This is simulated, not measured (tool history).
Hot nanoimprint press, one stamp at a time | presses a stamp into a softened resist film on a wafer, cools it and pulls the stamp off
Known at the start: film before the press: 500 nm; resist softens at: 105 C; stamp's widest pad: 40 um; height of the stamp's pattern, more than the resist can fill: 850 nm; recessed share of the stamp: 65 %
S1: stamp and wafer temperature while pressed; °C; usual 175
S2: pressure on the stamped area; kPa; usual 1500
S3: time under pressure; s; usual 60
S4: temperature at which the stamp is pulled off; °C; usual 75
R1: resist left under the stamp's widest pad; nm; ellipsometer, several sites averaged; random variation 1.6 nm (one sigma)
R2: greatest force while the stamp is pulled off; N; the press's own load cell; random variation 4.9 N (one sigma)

run,hour,S1,S2,S3,S4,R1,R2
1,0,175,1500,60,75,262.6,233
2,5.8,175,1500,60,75,257.6,235
3,10.7,175,1500,60,75,262.7,237
4,16.1,175,1500,60,75,261.5,253
5,24.6,175,1500,60,75,260.9,233
6,33.4,175,1500,60,75,258.2,238
7,40,175,1500,60,75,259,240
8,47.5,175,1500,60,75,260,238
9,53.2,175,1500,60,75,263.4,246
10,62,175,1500,60,75,261.5,238
11,66.9,175,1500,60,75,259.3,242
12,74.4,175,1500,60,75,260.1,239
13,80.3,175,1500,60,75,261.2,236
14,88.1,175,1500,60,75,261.8,245
15,95.2,175,1500,60,75,263.6,231

Forecast run 16:
16,103.6,175,1210,60,75,?,?

R1: 283.3 nm
R2: 240 N
Without the tool's hidden state the same run would have given R1 283 nm, R2 239 N.

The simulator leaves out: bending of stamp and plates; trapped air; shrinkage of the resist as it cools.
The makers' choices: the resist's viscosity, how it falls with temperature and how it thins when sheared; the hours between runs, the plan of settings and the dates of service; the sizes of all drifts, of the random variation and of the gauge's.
